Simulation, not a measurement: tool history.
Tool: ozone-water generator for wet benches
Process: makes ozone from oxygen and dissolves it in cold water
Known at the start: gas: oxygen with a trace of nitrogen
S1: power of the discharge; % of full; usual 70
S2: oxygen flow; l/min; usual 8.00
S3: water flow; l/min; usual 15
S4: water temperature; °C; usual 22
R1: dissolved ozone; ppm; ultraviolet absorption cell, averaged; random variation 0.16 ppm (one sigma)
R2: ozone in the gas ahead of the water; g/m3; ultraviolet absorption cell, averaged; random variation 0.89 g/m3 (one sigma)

{"run": 1, "hour": 0.0, "S1": 70, "S2": 8.0, "S3": 15, "S4": 22, "R1": 18.2, "R2": 137.1}
{"run": 2, "hour": 178.0, "S1": 70, "S2": 8.0, "S3": 15, "S4": 22, "R1": 18.3, "R2": 137.1}
{"run": 3, "hour": 320.5, "S1": 70, "S2": 8.0, "S3": 15, "S4": 22, "R1": 18.4, "R2": 136.2}
{"run": 4, "hour": 393.5, "S1": 70, "S2": 8.0, "S3": 15, "S4": 22, "R1": 18.5, "R2": 137.4}
{"run": 5, "hour": 531.5, "S1": 70, "S2": 8.0, "S3": 15, "S4": 22, "R1": 18.1, "R2": 136.6}
{"run": 6, "hour": 649.1, "S1": 40, "S2": 8.0, "S3": 15, "S4": 22, "R1": 14.0, "R2": 104.8}
{"run": 7, "hour": 723.2, "S1": 40, "S2": 8.0, "S3": 15, "S4": 22, "R1": 14.0, "R2": 103.9}
{"run": 8, "hour": 802.8, "S1": 40, "S2": 8.0, "S3": 15, "S4": 22, "R1": 13.9, "R2": 105.3}
{"run": 9, "hour": 888.8, "S1": 40, "S2": 8.0, "S3": 15, "S4": 22, "R1": 13.8, "R2": 105.2}
{"run": 10, "hour": 1020.8, "S1": 70, "S2": 4.54, "S3": 15, "S4": 22, "R1": 18.5, "R2": 177.8}
{"run": 11, "hour": 1139.4, "S1": 70, "S2": 8.0, "S3": 14, "S4": 22, "R1": 18.7, "R2": 135.4}
{"run": 12, "hour": 1309.9, "S1": 70, "S2": 8.0, "S3": 14, "S4": 22, "R1": 18.9, "R2": 136.7}
{"run": 13, "hour": 1413.8, "S1": 70, "S2": 8.0, "S3": 14, "S4": 22, "R1": 18.6, "R2": 135.6}
{"run": 14, "hour": 1543.5, "S1": 70, "S2": 8.0, "S3": 14, "S4": 22, "R1": 18.7, "R2": 135.8}
{"hour": 1598.4, "done": "water thermometer calibrated"}
{"run": 15, "hour": 1645.7, "S1": 70, "S2": 8.0, "S3": 10, "S4": 22, "R1": 22.6, "R2": 134.6}
{"run": 16, "hour": 1759.6, "S1": 70, "S2": 8.0, "S3": 10, "S4": 22, "R1": 22.2, "R2": 134.4}
{"run": 17, "hour": 1856.3, "S1": 86, "S2": 8.0, "S3": 10, "S4": 22, "R1": 24.5, "R2": 149.1}
{"run": 18, "hour": 1975.9, "S1": 64, "S2": 8.31, "S3": 10, "S4": 22, "R1": 21.2, "R2": 127.7}
{"run": 19, "hour": 2085.9, "S1": 73, "S2": 8.0, "S3": 15, "S4": 22, "R1": 18.2, "R2": 137.4}
{"hour": 2102.9, "done": "contactor cleaned"}
{"run": 20, "hour": 2253.9, "S1": 73, "S2": 8.0, "S3": 15, "S4": 22, "R1": 17.9, "R2": 138.5}
{"run": 21, "hour": 2417.1, "S1": 70, "S2": 8.0, "S3": 15, "S4": 26, "R1": 16.1, "R2": 134.2}
{"run": 22, "hour": 2565.3, "S1": 70, "S2": 8.0, "S3": 15, "S4": 26, "R1": 15.8, "R2": 136.1}
{"run": 23, "hour": 2647.5, "S1": 70, "S2": 8.0, "S3": 15, "S4": 26, "R1": 15.9, "R2": 134.2}
{"run": 24, "hour": 2758.5, "S1": 46, "S2": 8.0, "S3": 15, "S4": 15, "R1": 16.2, "R2": 110.1}
{"run": 25, "hour": 2919.7, "S1": 46, "S2": 8.0, "S3": 12, "S4": 19, "R1": 17.0, "R2": 110.7}
{"hour": 2951.7, "done": "contactor cleaned, once more"}
{"run": 26, "hour": 2997.4, "S1": 70, "S2": 10.52, "S3": 11, "S4": 28, "R1": 17.7, "R2": 117.1}
{"run": 27, "hour": 3155.1, "S1": 70, "S2": 10.52, "S3": 17, "S4": 29, "R1": 13.9, "R2": 115.9}
{"run": 28, "hour": 3265.8, "S1": 70, "S2": 10.52, "S3": 10, "S4": 29, "R1": 17.9, "R2": 119.5}
{"run": 29, "hour": 3352.0, "S1": 70, "S2": 10.52, "S3": 10, "S4": 29, "R1": 17.9, "R2": 116.9}
{"run": 30, "hour": 3462.5, "S1": 66, "S2": 9.91, "S3": 10, "S4": 15, "R1": 25.2, "R2": 117.3}
{"run": 31, "hour": 3604.2, "S1": 43, "S2": 6.13, "S3": 20, "S4": 23, "R1": 12.1, "R2": 121.1}
{"run": 32, "hour": 3676.4, "S1": 98, "S2": 6.78, "S3": 19, "S4": 28, "R1": 16.4, "R2": 169.5}

Forecast each of these 5 alternatives for the next run:
{"run": "A", "hour": 3756.9, "S1": 70, "S2": 8.0, "S3": 15, "S4": 18, "R1": "?", "R2": "?"}
{"run": "B", "hour": 3756.9, "S1": 76, "S2": 13.33, "S3": 19, "S4": 28, "R1": "?", "R2": "?"}
{"run": "C", "hour": 3756.9, "S1": 98, "S2": 5.01, "S3": 19, "S4": 28, "R1": "?", "R2": "?"}
{"run": "D", "hour": 3756.9, "S1": 70, "S2": 5.77, "S3": 15, "S4": 22, "R1": "?", "R2": "?"}
{"run": "E", "hour": 3756.9, "S1": 98, "S2": 6.78, "S3": 19, "S4": 23, "R1": "?", "R2": "?"}

run=A R1=19.7 R2=132.5
run=B R1=13.4 R2=111.0
run=C R1=16.4 R2=192.5
run=D R1=18.5 R2=155.0
run=E R1=18.0 R2=165.9
Without the tool's hidden state the same runs would have given:
run=A R1=21.9 R2=145.8
run=B R1=14.9 R2=122.5
run=C R1=18.5 R2=215.2
run=D R1=20.5 R2=170.6
run=E R1=20.3 R2=185.6
